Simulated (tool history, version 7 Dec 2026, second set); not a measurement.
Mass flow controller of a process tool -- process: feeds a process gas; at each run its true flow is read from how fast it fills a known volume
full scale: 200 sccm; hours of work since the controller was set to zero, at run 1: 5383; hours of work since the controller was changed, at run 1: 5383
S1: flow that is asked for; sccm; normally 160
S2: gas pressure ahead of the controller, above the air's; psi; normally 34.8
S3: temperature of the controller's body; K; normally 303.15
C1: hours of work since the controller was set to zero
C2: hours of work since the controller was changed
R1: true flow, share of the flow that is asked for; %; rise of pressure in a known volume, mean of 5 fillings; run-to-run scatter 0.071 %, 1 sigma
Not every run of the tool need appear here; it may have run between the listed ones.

run 1 hour=0 | S1=160 S2=34.8 S3=303.15 | C1=5383 C2=5383 | R1=99.84
run 2 hour=191.4 | S1=160 S2=34.8 S3=303.15 | C1=5453 C2=5453 | R1=99.97
run 3 hour=586.7 | S1=160 S2=34.8 S3=303.15 | C1=5598 C2=5598 | R1=100.26
run 4 hour=975.2 | S1=160 S2=34.8 S3=303.15 | C1=5740 C2=5740 | R1=100.4
run 5 hour=1291.3 | S1=160 S2=34.8 S3=303.15 | C1=5856 C2=5856 | R1=100.55
run 6 hour=1564.7 | S1=160 S2=34.8 S3=303.15 | C1=5956 C2=5956 | R1=100.69
run 7 hour=1934.7 | S1=160 S2=34.8 S3=303.15 | C1=6091 C2=6091 | R1=100.95
run 8 hour=2379.4 | S1=160 S2=34.8 S3=303.15 | C1=6253 C2=6253 | R1=101.19
run 9 hour=2585.9 | S1=160 S2=25.5 S3=303.15 | C1=6329 C2=6329 | R1=101.73
run 10 hour=2842.7 | S1=160 S2=25.5 S3=303.15 | C1=6423 C2=6423 | R1=101.71
run 11 hour=3124.7 | S1=160 S2=32.9 S3=303.15 | C1=6526 C2=6526 | R1=101.66
run 12 hour=3405.4 | S1=160 S2=32.9 S3=303.15 | C1=6629 C2=6629 | R1=101.92
run 13 hour=3749.6 | S1=35 S2=32.9 S3=303.15 | C1=6755 C2=6755 | R1=100.22
run 14 hour=4095 | S1=35 S2=32.9 S3=303.15 | C1=6881 C2=6881 | R1=100.52
run 15 hour=4505.6 | S1=160 S2=34.8 S3=303.15 | C1=7031 C2=7031 | R1=102.48
run 16 hour=4882.8 | S1=160 S2=34.8 S3=303.15 | C1=7169 C2=7169 | R1=102.56
run 17 hour=5120.1 | S1=160 S2=34.8 S3=300.15 | C1=7256 C2=7256 | R1=102.39
-- hour=5211.8 gauge calibrated
run 18 hour=5509 | S1=160 S2=34.8 S3=300.15 | C1=7398 C2=7398 | R1=99.64
run 19 hour=5771.5 | S1=29 S2=23.2 S3=306.15 | C1=7494 C2=7494 | R1=99
-- hour=5963.2 controller exchanged for a calibrated one
run 20 hour=6182.3 | S1=29 S2=23.2 S3=306.15 | C1=80 C2=80 | R1=99.38
run 21 hour=6467.6 | S1=29 S2=32.9 S3=304.15 | C1=184 C2=184 | R1=98.93
run 22 hour=6842.4 | S1=48 S2=32.9 S3=304.15 | C1=321 C2=321 | R1=99.56
run 23 hour=7286 | S1=42 S2=32.9 S3=308.15 | C1=484 C2=484 | R1=99.96
run 24 hour=7510.2 | S1=160 S2=23.9 S3=295.15 | C1=566 C2=566 | R1=100.57
run 25 hour=7824.8 | S1=160 S2=23.9 S3=295.15 | C1=681 C2=681 | R1=100.74
run 26 hour=8059.4 | S1=144 S2=34.2 S3=295.15 | C1=766 C2=766 | R1=100.32
run 27 hour=8252.4 | S1=47 S2=37.9 S3=306.15 | C1=837 C2=837 | R1=100.39
run 28 hour=8667.6 | S1=145 S2=38.9 S3=293.15 | C1=989 C2=989 | R1=100.4
run 29 hour=9053.9 | S1=83 S2=29 S3=293.15 | C1=1130 C2=1130 | R1=100.01
run 30 hour=9258 | S1=39 S2=37.1 S3=299.15 | C1=1205 C2=1205 | R1=100.06
run 31 hour=9685.6 | S1=39 S2=35.8 S3=308.15 | C1=1361 C2=1361 | R1=101.29
run 32 hour=10124.9 | S1=39 S2=35.8 S3=308.15 | C1=1522 C2=1522 | R1=101.56
run 33 hour=10321.8 | S1=109 S2=28.9 S3=305.15 | C1=1594 C2=1594 | R1=102.41
run 34 hour=10599.1 | S1=43 S2=28.9 S3=310.15 | C1=1695 C2=1695 | R1=102.4
run 35 hour=10779 | S1=57 S2=34.1 S3=294.15 | C1=1761 C2=1761 | R1=100.66

Forecast each of these 5 alternatives for the next run:
run A hour=11022.3 | S1=160 S2=32.2 S3=294.15 | C1=1850 C2=1850 | R1=?
run B hour=11022.3 | S1=63 S2=34.8 S3=303.15 | C1=1850 C2=1850 | R1=?
run C hour=11022.3 | S1=39 S2=24.8 S3=298.15 | C1=1850 C2=1850 | R1=?
run D hour=11022.3 | S1=29 S2=34.1 S3=311.15 | C1=1850 C2=1850 | R1=?
run E hour=11022.3 | S1=158 S2=24.1 S3=307.15 | C1=1850 C2=1850 | R1=?

run=A R1=102.21
run=B R1=101.74
run=C R1=101.23
run=D R1=102.08
run=E R1=103.92
What these runs would have given with no unlogged condition in the tool:
run=A R1=98.94
run=B R1=98.48
run=C R1=97.99
run=D R1=98.81
run=E R1=100.59

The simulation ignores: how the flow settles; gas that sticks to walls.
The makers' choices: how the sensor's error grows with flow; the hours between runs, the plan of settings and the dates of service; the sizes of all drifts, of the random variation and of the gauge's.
